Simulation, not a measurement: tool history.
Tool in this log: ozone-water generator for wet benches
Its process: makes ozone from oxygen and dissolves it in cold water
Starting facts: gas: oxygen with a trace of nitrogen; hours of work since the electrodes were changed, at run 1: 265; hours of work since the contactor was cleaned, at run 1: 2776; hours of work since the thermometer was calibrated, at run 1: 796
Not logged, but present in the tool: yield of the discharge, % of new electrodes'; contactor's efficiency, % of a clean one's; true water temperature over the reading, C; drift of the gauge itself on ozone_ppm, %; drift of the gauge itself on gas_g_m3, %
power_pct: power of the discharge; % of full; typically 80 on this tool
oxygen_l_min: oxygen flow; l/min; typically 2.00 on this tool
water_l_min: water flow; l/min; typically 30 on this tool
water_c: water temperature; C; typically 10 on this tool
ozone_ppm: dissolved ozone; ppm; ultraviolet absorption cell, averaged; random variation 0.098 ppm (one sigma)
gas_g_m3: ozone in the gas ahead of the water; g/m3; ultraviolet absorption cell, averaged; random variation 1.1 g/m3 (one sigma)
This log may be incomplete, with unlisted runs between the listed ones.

run	hour	power_pct	oxygen_l_min	water_l_min	water_c	hours of work since the electrodes were changed	hours of work since the contactor was cleaned	hours of work since the thermometer was calibrated	ozone_ppm	gas_g_m3
1	0.0	80	2.00	30	10	265	2776	796	8.72	201.2
2	40.9	80	2.00	33	10	292	2802	823	7.78	200.0
3	73.5	80	2.00	30	10	313	2824	844	8.53	200.7
4	119.2	80	1.21	30	10	343	2854	874	6.65	241.4
5	153.7	80	1.16	30	10	366	2876	897	6.49	245.0
6	185.9	80	1.16	30	10	387	2898	918	6.47	245.5
7	221.8	80	2.00	30	10	411	2921	942	8.68	201.5
8	265.3	59	2.00	30	10	439	2950	970	7.18	166.2
9	305.7	59	2.00	30	10	466	2976	997	7.16	164.6
10	343.4	59	2.00	30	10	490	3001	1021	6.80	165.8
11	387.2	59	2.00	30	10	519	3030	1050	7.05	164.8
12	426.4	59	2.00	30	10	545	3056	1076	7.17	165.0
13	465.4	79	2.00	30	10	571	3081	1102	8.53	202.3
14	493.1	79	2.00	30	10	589	3099	1120	8.72	203.3
15	527.6	79	2.00	30	10	611	3122	1142	8.56	202.6
16	572.8	79	2.00	30	10	641	3152	1172	8.45	200.3
17	605.8	79	1.13	20	12	663	3173	1194	10.08	247.9
18	635.1	93	2.02	42	13	682	3193	1213	6.27	222.0
19	683.9	93	2.02	42	13	714	3225	1245	6.24	226.4

Forecast run 20:
20	706.8	68	2.02	19	13	729	3240	1260	?	?

ozone_ppm: 12.61 ppm
gas_g_m3: 181.0 g/m3
With no hidden state in the tool, this same run would have given ozone_ppm 12.62 ppm, gas_g_m3 178.6 g/m3.
